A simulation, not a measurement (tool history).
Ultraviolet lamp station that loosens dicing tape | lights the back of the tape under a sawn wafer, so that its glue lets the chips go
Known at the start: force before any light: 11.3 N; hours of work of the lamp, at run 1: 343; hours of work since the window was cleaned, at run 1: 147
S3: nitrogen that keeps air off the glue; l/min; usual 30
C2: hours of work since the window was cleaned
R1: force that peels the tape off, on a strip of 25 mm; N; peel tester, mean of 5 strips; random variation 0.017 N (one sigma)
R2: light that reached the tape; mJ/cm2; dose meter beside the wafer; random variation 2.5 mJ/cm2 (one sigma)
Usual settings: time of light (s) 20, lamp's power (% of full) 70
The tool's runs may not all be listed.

{"run": 1, "hour": 0.0, "time of light (s)": 20, "lamp's power (% of full)": 70, "S3": 30, "hours of work of the lamp": 343, "C2": 147, "R1": 0.825, "R2": 312}
{"run": 2, "hour": 7.3, "time of light (s)": 20, "lamp's power (% of full)": 70, "S3": 30, "hours of work of the lamp": 348, "C2": 152, "R1": 0.809, "R2": 314}
{"run": 3, "hour": 19.1, "time of light (s)": 20, "lamp's power (% of full)": 70, "S3": 30, "hours of work of the lamp": 356, "C2": 160, "R1": 0.814, "R2": 318}
{"run": 4, "hour": 26.7, "time of light (s)": 20, "lamp's power (% of full)": 70, "S3": 30, "hours of work of the lamp": 361, "C2": 165, "R1": 0.81, "R2": 316}
{"run": 5, "hour": 39.6, "time of light (s)": 20, "lamp's power (% of full)": 70, "S3": 30, "hours of work of the lamp": 370, "C2": 174, "R1": 0.821, "R2": 316}
{"run": 6, "hour": 53.4, "time of light (s)": 20, "lamp's power (% of full)": 70, "S3": 30, "hours of work of the lamp": 380, "C2": 184, "R1": 0.814, "R2": 311}
{"run": 7, "hour": 64.4, "time of light (s)": 20, "lamp's power (% of full)": 89, "S3": 30, "hours of work of the lamp": 387, "C2": 192, "R1": 0.438, "R2": 399}
{"run": 8, "hour": 76.6, "time of light (s)": 20, "lamp's power (% of full)": 89, "S3": 30, "hours of work of the lamp": 396, "C2": 200, "R1": 0.44, "R2": 397}
{"run": 9, "hour": 89.2, "time of light (s)": 20, "lamp's power (% of full)": 89, "S3": 30, "hours of work of the lamp": 405, "C2": 209, "R1": 0.445, "R2": 400}
{"run": 10, "hour": 99.1, "time of light (s)": 20, "lamp's power (% of full)": 89, "S3": 30, "hours of work of the lamp": 412, "C2": 216, "R1": 0.442, "R2": 403}
{"run": 11, "hour": 110.2, "time of light (s)": 20, "lamp's power (% of full)": 67, "S3": 30, "hours of work of the lamp": 419, "C2": 224, "R1": 0.916, "R2": 299}
{"run": 12, "hour": 122.3, "time of light (s)": 20, "lamp's power (% of full)": 67, "S3": 30, "hours of work of the lamp": 428, "C2": 232, "R1": 0.934, "R2": 300}
{"run": 13, "hour": 134.3, "time of light (s)": 20, "lamp's power (% of full)": 67, "S3": 30, "hours of work of the lamp": 436, "C2": 240, "R1": 0.941, "R2": 298}
{"run": 14, "hour": 147.2, "time of light (s)": 20, "lamp's power (% of full)": 67, "S3": 30, "hours of work of the lamp": 445, "C2": 249, "R1": 0.92, "R2": 302}
{"run": 15, "hour": 161.1, "time of light (s)": 20, "lamp's power (% of full)": 67, "S3": 30, "hours of work of the lamp": 455, "C2": 259, "R1": 0.883, "R2": 303}
{"run": 16, "hour": 168.7, "time of light (s)": 20, "lamp's power (% of full)": 67, "S3": 30, "hours of work of the lamp": 460, "C2": 264, "R1": 0.917, "R2": 305}
{"run": 17, "hour": 177.1, "time of light (s)": 20, "lamp's power (% of full)": 67, "S3": 30, "hours of work of the lamp": 466, "C2": 270, "R1": 0.912, "R2": 297}
{"run": 18, "hour": 187.2, "time of light (s)": 32, "lamp's power (% of full)": 67, "S3": 30, "hours of work of the lamp": 473, "C2": 277, "R1": 0.246, "R2": 474}
{"run": 19, "hour": 200.9, "time of light (s)": 32, "lamp's power (% of full)": 67, "S3": 30, "hours of work of the lamp": 483, "C2": 287, "R1": 0.244, "R2": 478}
{"run": 20, "hour": 212.7, "time of light (s)": 20, "lamp's power (% of full)": 70, "S3": 30, "hours of work of the lamp": 491, "C2": 295, "R1": 0.836, "R2": 312}
{"run": 21, "hour": 224.2, "time of light (s)": 20, "lamp's power (% of full)": 70, "S3": 13, "hours of work of the lamp": 499, "C2": 303, "R1": 1.658, "R2": 316}
{"run": 22, "hour": 236.2, "time of light (s)": 20, "lamp's power (% of full)": 70, "S3": 30, "hours of work of the lamp": 507, "C2": 311, "R1": 0.819, "R2": 317}
{"run": 23, "hour": 245.7, "time of light (s)": 20, "lamp's power (% of full)": 70, "S3": 30, "hours of work of the lamp": 514, "C2": 318, "R1": 0.833, "R2": 316}
{"run": 24, "hour": 255.7, "time of light (s)": 12, "lamp's power (% of full)": 70, "S3": 16, "hours of work of the lamp": 521, "C2": 325, "R1": 3.392, "R2": 187}
{"hour": 261.6, "done": "window cleaned of glue's vapour"}
{"run": 25, "hour": 270.6, "time of light (s)": 12, "lamp's power (% of full)": 70, "S3": 16, "hours of work of the lamp": 531, "C2": 6, "R1": 3.27, "R2": 192}
{"run": 26, "hour": 277.9, "time of light (s)": 20, "lamp's power (% of full)": 70, "S3": 26, "hours of work of the lamp": 536, "C2": 11, "R1": 0.949, "R2": 313}
{"run": 27, "hour": 292.8, "time of light (s)": 35, "lamp's power (% of full)": 70, "S3": 30, "hours of work of the lamp": 546, "C2": 22, "R1": 0.176, "R2": 550}
{"run": 28, "hour": 308.1, "time of light (s)": 35, "lamp's power (% of full)": 70, "S3": 30, "hours of work of the lamp": 557, "C2": 32, "R1": 0.164, "R2": 554}
{"run": 29, "hour": 320.6, "time of light (s)": 17, "lamp's power (% of full)": 96, "S3": 11, "hours of work of the lamp": 566, "C2": 41, "R1": 1.369, "R2": 367}
{"run": 30, "hour": 327.2, "time of light (s)": 38, "lamp's power (% of full)": 65, "S3": 17, "hours of work of the lamp": 570, "C2": 46, "R1": 0.324, "R2": 558}
{"run": 31, "hour": 341.8, "time of light (s)": 33, "lamp's power (% of full)": 62, "S3": 30, "hours of work of the lamp": 580, "C2": 56, "R1": 0.297, "R2": 456}
{"run": 32, "hour": 355.3, "time of light (s)": 35, "lamp's power (% of full)": 74, "S3": 14, "hours of work of the lamp": 590, "C2": 65, "R1": 0.348, "R2": 576}
{"run": 33, "hour": 370.2, "time of light (s)": 30, "lamp's power (% of full)": 87, "S3": 23, "hours of work of the lamp": 600, "C2": 76, "R1": 0.195, "R2": 583}
{"run": 34, "hour": 385.8, "time of light (s)": 30, "lamp's power (% of full)": 87, "S3": 23, "hours of work of the lamp": 611, "C2": 87, "R1": 0.199, "R2": 583}
{"run": 35, "hour": 396.6, "time of light (s)": 12, "lamp's power (% of full)": 65, "S3": 14, "hours of work of the lamp": 619, "C2": 94, "R1": 3.897, "R2": 173}
{"run": 36, "hour": 406.2, "time of light (s)": 12, "lamp's power (% of full)": 65, "S3": 14, "hours of work of the lamp": 625, "C2": 101, "R1": 3.871, "R2": 177}
{"run": 37, "hour": 418.0, "time of light (s)": 14, "lamp's power (% of full)": 70, "S3": 26, "hours of work of the lamp": 633, "C2": 109, "R1": 1.936, "R2": 220}
{"run": 38, "hour": 428.0, "time of light (s)": 20, "lamp's power (% of full)": 70, "S3": 21, "hours of work of the lamp": 640, "C2": 116, "R1": 1.165, "R2": 311}
{"run": 39, "hour": 443.6, "time of light (s)": 20, "lamp's power (% of full)": 70, "S3": 21, "hours of work of the lamp": 651, "C2": 127, "R1": 1.08, "R2": 315}
{"run": 40, "hour": 456.0, "time of light (s)": 26, "lamp's power (% of full)": 66, "S3": 47, "hours of work of the lamp": 660, "C2": 135, "R1": 0.307, "R2": 386}
{"run": 41, "hour": 465.3, "time of light (s)": 19, "lamp's power (% of full)": 62, "S3": 29, "hours of work of the lamp": 666, "C2": 142, "R1": 1.28, "R2": 266}
{"run": 42, "hour": 473.8, "time of light (s)": 19, "lamp's power (% of full)": 62, "S3": 29, "hours of work of the lamp": 672, "C2": 148, "R1": 1.26, "R2": 265}
{"run": 43, "hour": 483.6, "time of light (s)": 14, "lamp's power (% of full)": 70, "S3": 58, "hours of work of the lamp": 679, "C2": 155, "R1": 1.12, "R2": 219}

Forecast each of these 4 alternatives for the next run:
{"run": "A", "hour": 495.6, "time of light (s)": 14, "lamp's power (% of full)": 72, "S3": 30, "hours of work of the lamp": 688, "C2": 163, "R1": "?", "R2": "?"}
{"run": "B", "hour": 495.6, "time of light (s)": 37, "lamp's power (% of full)": 70, "S3": 9, "hours of work of the lamp": 688, "C2": 163, "R1": "?", "R2": "?"}
{"run": "C", "hour": 495.6, "time of light (s)": 23, "lamp's power (% of full)": 73, "S3": 30, "hours of work of the lamp": 688, "C2": 163, "R1": "?", "R2": "?"}
{"run": "D", "hour": 495.6, "time of light (s)": 14, "lamp's power (% of full)": 94, "S3": 32, "hours of work of the lamp": 688, "C2": 163, "R1": "?", "R2": "?"}

run=A R1=1.657 R2=228
run=B R1=0.584 R2=582
run=C R1=0.491 R2=376
run=D R1=0.912 R2=294
Without the tool's hidden state the same runs would have given:
run=A R1=1.654 R2=229
run=B R1=0.582 R2=583
run=C R1=0.49 R2=376
run=D R1=0.909 R2=294

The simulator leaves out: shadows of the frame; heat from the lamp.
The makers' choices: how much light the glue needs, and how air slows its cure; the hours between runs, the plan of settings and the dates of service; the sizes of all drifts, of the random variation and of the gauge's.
